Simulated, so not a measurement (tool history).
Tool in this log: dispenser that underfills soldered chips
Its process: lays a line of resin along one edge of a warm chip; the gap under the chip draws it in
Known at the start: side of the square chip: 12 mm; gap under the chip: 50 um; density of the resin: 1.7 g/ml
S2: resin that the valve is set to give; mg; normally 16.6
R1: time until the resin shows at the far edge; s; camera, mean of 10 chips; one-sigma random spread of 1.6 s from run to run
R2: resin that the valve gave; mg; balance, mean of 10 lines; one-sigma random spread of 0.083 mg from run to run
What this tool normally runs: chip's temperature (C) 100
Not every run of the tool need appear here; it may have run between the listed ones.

Run 1, day 0.000: usual settings. Result: R1 155.5 s, R2 16.59 mg.
Run 2, day 0.238: usual settings. Result: R1 197.0 s, R2 16.45 mg.
Run 3, day 0.362: usual settings. Result: R1 226.8 s, R2 16.42 mg.
At day 0.475: new syringe of resin.
Run 4, day 0.612: usual settings. Result: R1 178.4 s, R2 16.48 mg.
Run 5, day 0.800: usual settings. Result: R1 214.3 s, R2 16.42 mg.
At day 0.942: new syringe of resin.
Run 6, day 1.042: usual settings. Result: R1 168.5 s, R2 16.34 mg.
Run 7, day 1.267: usual settings. Result: R1 212.3 s, R2 16.24 mg.
At day 1.421: new syringe of resin.
Run 8, day 1.508: usual settings. Result: R1 168.4 s, R2 16.30 mg.
Run 9, day 1.738: usual settings but S2 20.7 mg. Result: R1 209.1 s, R2 20.24 mg.
Run 10, day 1.875: usual settings but S2 17.8 mg. Result: R1 243.8 s, R2 17.26 mg.
At day 1.896: new syringe of resin.
Run 11, day 2.154: usual settings but chip's temperature (C) 104, S2 20.5 mg. Result: R1 162.0 s, R2 19.89 mg.
At day 2.375: new syringe of resin.
Run 12, day 2.408: usual settings but chip's temperature (C) 90, S2 19.9 mg. Result: R1 222.4 s, R2 19.34 mg.
Run 13, day 2.617: usual settings but chip's temperature (C) 90, S2 19.9 mg. Result: R1 279.1 s, R2 19.46 mg.
Run 14, day 2.817: usual settings but chip's temperature (C) 90, S2 19.9 mg. Result: R1 343.0 s, R2 19.16 mg.
At day 2.854: new syringe of resin.
Run 15, day 3.008: usual settings but chip's temperature (C) 90, S2 19.9 mg. Result: R1 254.2 s, R2 19.21 mg.

Branching from run 15: 5 alternative next runs. What would each branch give?
Run A, day 3.267: usual settings but chip's temperature (C) 105, S2 21.2 mg. Result: R1 ?, R2 ?.
Run B, day 3.267: usual settings but chip's temperature (C) 85, S2 20.8 mg. Result: R1 ?, R2 ?.
Run C, day 3.267: usual settings but chip's temperature (C) 106, S2 21.4 mg. Result: R1 ?, R2 ?.
Run D, day 3.267: usual settings but chip's temperature (C) 95, S2 20.4 mg. Result: R1 ?, R2 ?.
Run E, day 3.267: usual settings but chip's temperature (C) 88, S2 20.7 mg. Result: R1 ?, R2 ?.

run     R1     R2
  A  185.7  20.41
  B  404.7  20.17
  C  178.6  20.69
  D  271.1  19.66
  E  363.2  19.90
Stripped of hidden state, with their random variation kept, the same runs would have yielded:
run     R1     R2
  A  125.7  21.16
  B  275.5  20.91
  C  120.9  21.45
  D  183.7  20.38
  E  246.7  20.63
